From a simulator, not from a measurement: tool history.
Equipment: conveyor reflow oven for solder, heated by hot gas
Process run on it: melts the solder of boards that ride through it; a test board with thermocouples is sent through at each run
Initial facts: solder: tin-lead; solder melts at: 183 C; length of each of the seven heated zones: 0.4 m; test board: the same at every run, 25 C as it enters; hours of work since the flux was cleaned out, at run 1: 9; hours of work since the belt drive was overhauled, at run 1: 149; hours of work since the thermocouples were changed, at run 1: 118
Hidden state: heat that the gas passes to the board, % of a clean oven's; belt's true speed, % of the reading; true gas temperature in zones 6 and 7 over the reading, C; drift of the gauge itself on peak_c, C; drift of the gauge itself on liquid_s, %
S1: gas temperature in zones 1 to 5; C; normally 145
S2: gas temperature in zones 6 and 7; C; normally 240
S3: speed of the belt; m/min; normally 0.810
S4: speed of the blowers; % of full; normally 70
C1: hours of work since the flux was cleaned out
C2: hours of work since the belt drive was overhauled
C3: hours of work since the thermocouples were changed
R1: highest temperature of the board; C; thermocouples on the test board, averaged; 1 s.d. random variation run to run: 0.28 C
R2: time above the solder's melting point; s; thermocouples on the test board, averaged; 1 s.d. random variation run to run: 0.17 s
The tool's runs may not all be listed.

Run 1, hour 0.0: usual settings; C1 9; C2 149; C3 118. Result: R1 222.9 C, R2 49.6 s.
Run 2, hour 19.7: usual settings but S1 144 C; C1 23; C2 163; C3 132. Result: R1 222.9 C, R2 49.0 s.
Run 3, hour 45.3: usual settings; C1 41; C2 181; C3 150. Result: R1 222.3 C, R2 49.4 s.
Run 4, hour 61.3: usual settings; C1 52; C2 192; C3 161. Result: R1 222.6 C, R2 49.3 s.
At hour 68.3: flux residue cleaned out of gas plates and filters.
Run 5, hour 79.1: usual settings but S4 57 % of full; C1 8; C2 201; C3 170. Result: R1 218.4 C, R2 46.6 s.
Run 6, hour 104.9: usual settings but S3 0.834 m/min, S4 57 % of full; C1 26; C2 219; C3 188. Result: R1 217.0 C, R2 44.4 s.
Run 7, hour 124.1: usual settings but S1 138 C, S3 0.834 m/min, S4 57 % of full; C1 39; C2 232; C3 202. Result: R1 215.8 C, R2 41.2 s.
Run 8, hour 150.7: usual settings but S1 138 C, S3 0.834 m/min, S4 57 % of full; C1 58; C2 251; C3 220. Result: R1 214.8 C, R2 41.2 s.
Run 9, hour 166.7: usual settings but S1 138 C, S3 0.834 m/min, S4 57 % of full; C1 69; C2 262; C3 231. Result: R1 215.4 C, R2 41.2 s.
Run 10, hour 186.7: usual settings but S1 138 C, S3 0.834 m/min, S4 57 % of full; C1 83; C2 276; C3 245. Result: R1 214.8 C, R2 40.9 s.
Run 11, hour 202.7: usual settings but S1 138 C, S3 0.834 m/min, S4 88 % of full; C1 94; C2 287; C3 257. Result: R1 222.2 C, R2 45.8 s.
At hour 228.1: flux residue cleaned out of gas plates and filters, once more.
Run 12, hour 228.1: usual settings but S1 138 C, S3 0.834 m/min, S4 88 % of full; C1 0; C2 302; C3 271. Result: R1 224.3 C, R2 47.1 s.
Run 13, hour 248.6: usual settings but S2 242 C, S3 0.928 m/min; C1 14; C2 316; C3 285. Result: R1 219.4 C, R2 41.4 s.

What if the next run were any one of these 3? Each begins from the tool's condition after run 13:
Run A, hour 270.1: usual settings but S1 155 C, S2 245 C, S3 0.730 m/min; C1 29; C2 331; C3 300. Result: R1 ?, R2 ?.
Run B, hour 270.1: usual settings but S1 149 C; C1 29; C2 331; C3 300. Result: R1 ?, R2 ?.
Run C, hour 270.1: usual settings but S1 158 C, S2 229 C, S3 0.805 m/min; C1 29; C2 331; C3 300. Result: R1 ?, R2 ?.

run     R1    R2
  A  231.3  62.3
  B  222.9  50.9
  C  215.7  50.6
Had the tool no hidden state, the same runs would have come out as:
run     R1    R2
  A  232.6  62.5
  B  224.2  51.3
  C  217.0  51.1
